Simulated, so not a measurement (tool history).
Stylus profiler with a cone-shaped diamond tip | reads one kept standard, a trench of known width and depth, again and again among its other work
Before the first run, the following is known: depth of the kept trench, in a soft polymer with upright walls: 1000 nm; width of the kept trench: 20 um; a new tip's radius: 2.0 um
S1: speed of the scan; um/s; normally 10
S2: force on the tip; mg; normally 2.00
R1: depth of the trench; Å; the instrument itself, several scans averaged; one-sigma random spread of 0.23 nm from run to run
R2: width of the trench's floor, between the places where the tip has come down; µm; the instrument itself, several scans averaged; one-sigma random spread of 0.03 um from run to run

run    hour  S1    S2       R1     R2
  1     0.0  10  2.00  10095.9  15.88
  2    29.1  10  2.00  10095.5  15.85
  3    80.2  10  2.00  10099.2  15.71
  4   129.9  29  2.00  10104.6  15.54
  5   171.2  29  2.00  10101.7  15.49
  6   198.1  10  1.86  10103.1  15.55
  7   252.9  10  1.86  10099.9  15.48
  8   287.5  10  1.86  10105.0  15.44
  9   329.4  10  1.39  10090.1  15.42
 10   382.1  10  1.39  10094.3  15.35
 11   433.0  10  1.39  10096.0  15.29
 12   481.8  10  1.39  10096.2  15.22
 13   536.6  10  1.39  10097.4  15.18
 14   581.3  10  1.47  10101.0  15.04
      585.8  -- height scale calibrated on a step standard
 15   635.3   4  1.47  10112.2  15.11
 16   695.6   4  1.47  10115.4  14.96
 17   722.6   3  0.77  10090.3  15.03
 18   767.7   3  3.40  10171.3  14.96
 19   815.5   3  3.40  10169.1  14.91
 20   855.5   3  2.31  10140.5  14.84
      888.3  -- height scale calibrated on a step standard, once more
 21   894.3   2  0.88  10055.7  14.82
 22   924.2   2  4.27  10145.9  14.80
 23   963.6   5  4.99  10162.1  14.78
 24   989.0   5  4.99  10162.6  14.79
 25  1015.3  14  0.92  10061.0  14.50
 26  1074.9  12  0.99  10061.6  14.60
 27  1129.9  35  1.53  10084.7  14.31
 28  1169.5   3  3.17  10127.5  14.55
 29  1228.4   8  0.86  10059.8  14.42
 30  1273.6   4  1.91  10096.1  14.45
 31  1316.9  17  0.79  10064.7  14.25

Predict each of these 5 candidate next runs independently; none follows another, all start after run 31:
  A  1350.2  10  1.53   ?   ?
  B  1350.2   5  1.96   ?   ?
  C  1350.2   2  4.29   ?   ?
  D  1350.2  12  3.43   ?   ?
  E  1350.2  29  5.33   ?   ?

run       R1     R2
  A  10092.1  14.28
  B  10105.5  14.32
  C  10161.2  14.37
  D  10139.1  14.29
  E  10180.5  14.31
Without the tool's unlogged condition, the same runs would have read:
run       R1     R2
  A  10071.5  16.45
  B  10084.8  16.49
  C  10140.4  16.54
  D  10118.3  16.46
  E  10159.7  16.48

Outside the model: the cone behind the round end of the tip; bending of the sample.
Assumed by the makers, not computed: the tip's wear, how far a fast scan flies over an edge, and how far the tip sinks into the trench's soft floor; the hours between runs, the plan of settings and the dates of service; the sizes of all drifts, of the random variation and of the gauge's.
